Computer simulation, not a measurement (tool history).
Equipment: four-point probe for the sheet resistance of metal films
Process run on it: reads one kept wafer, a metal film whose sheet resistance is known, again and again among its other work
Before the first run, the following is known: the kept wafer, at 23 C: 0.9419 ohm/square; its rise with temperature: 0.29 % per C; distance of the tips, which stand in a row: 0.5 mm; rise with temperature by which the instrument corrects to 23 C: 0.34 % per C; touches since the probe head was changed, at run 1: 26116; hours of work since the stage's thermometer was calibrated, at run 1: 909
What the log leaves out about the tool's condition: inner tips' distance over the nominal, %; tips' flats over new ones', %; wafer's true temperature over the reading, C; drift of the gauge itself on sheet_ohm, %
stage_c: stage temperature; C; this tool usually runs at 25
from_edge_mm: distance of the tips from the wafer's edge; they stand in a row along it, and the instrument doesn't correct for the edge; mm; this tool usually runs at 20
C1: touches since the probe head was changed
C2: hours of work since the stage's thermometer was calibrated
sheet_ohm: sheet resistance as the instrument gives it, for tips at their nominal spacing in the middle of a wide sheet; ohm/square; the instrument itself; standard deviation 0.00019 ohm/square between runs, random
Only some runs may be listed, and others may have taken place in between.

Run 1, day 0.000: usual settings; C1 26116; C2 909. Result: sheet_ohm 0.946165 ohm/square.
Run 2, day 2.000: usual settings; C1 27246; C2 929. Result: sheet_ohm 0.946541 ohm/square.
Run 3, day 3.667: usual settings; C1 28186; C2 946. Result: sheet_ohm 0.946452 ohm/square.
Run 4, day 5.346: usual settings; C1 29133; C2 962. Result: sheet_ohm 0.946362 ohm/square.
Run 5, day 7.308: usual settings; C1 30241; C2 982. Result: sheet_ohm 0.946530 ohm/square.
Run 6, day 8.946: usual settings but stage_c 19 C; C1 31165; C2 998. Result: sheet_ohm 0.949481 ohm/square.
Run 7, day 10.738: usual settings but stage_c 19 C; C1 32176; C2 1016. Result: sheet_ohm 0.949269 ohm/square.
Run 8, day 12.658: usual settings but from_edge_mm 61 mm; C1 33261; C2 1035. Result: sheet_ohm 0.946315 ohm/square.
Run 9, day 14.217: usual settings but from_edge_mm 47 mm; C1 34139; C2 1050. Result: sheet_ohm 0.946710 ohm/square.
Run 10, day 16.125: usual settings but from_edge_mm 47 mm; C1 35217; C2 1069. Result: sheet_ohm 0.946498 ohm/square.
Run 11, day 17.917: usual settings but stage_c 20 C, from_edge_mm 47 mm; C1 36227; C2 1087. Result: sheet_ohm 0.948677 ohm/square.
Run 12, day 19.054: usual settings; C1 36869; C2 1098. Result: sheet_ohm 0.946812 ohm/square.
Run 13, day 20.825: usual settings but stage_c 20 C; C1 37870; C2 1116. Result: sheet_ohm 0.949166 ohm/square.
Run 14, day 22.362: usual settings but stage_c 20 C; C1 38737; C2 1131. Result: sheet_ohm 0.949602 ohm/square.
Run 15, day 23.225: usual settings but from_edge_mm 15 mm; C1 39223; C2 1139. Result: sheet_ohm 0.947399 ohm/square.
Run 16, day 24.400: usual settings but stage_c 20 C; C1 39886; C2 1151. Result: sheet_ohm 0.949592 ohm/square.
Run 17, day 25.229: usual settings but stage_c 20 C; C1 40354; C2 1159. Result: sheet_ohm 0.949126 ohm/square.
Run 18, day 27.179: usual settings but stage_c 33 C, from_edge_mm 11 mm; C1 41456; C2 1179. Result: sheet_ohm 0.944502 ohm/square.
Run 19, day 28.712: usual settings but stage_c 34 C, from_edge_mm 42 mm; C1 42320; C2 1194. Result: sheet_ohm 0.943023 ohm/square.

Run 20, settings as shown, results not yet in. Your forecast:
At day 29.542: stage's thermometer calibrated.
Run 20, day 29.779: usual settings but stage_c 19 C, from_edge_mm 10 mm; C1 42911; C2 2. Result: sheet_ohm ?.

sheet_ohm: 0.950515 ohm/square
Were there no unlogged condition in the tool, this run, its random variation unchanged, would have produced sheet_ohm 0.945029 ohm/square.

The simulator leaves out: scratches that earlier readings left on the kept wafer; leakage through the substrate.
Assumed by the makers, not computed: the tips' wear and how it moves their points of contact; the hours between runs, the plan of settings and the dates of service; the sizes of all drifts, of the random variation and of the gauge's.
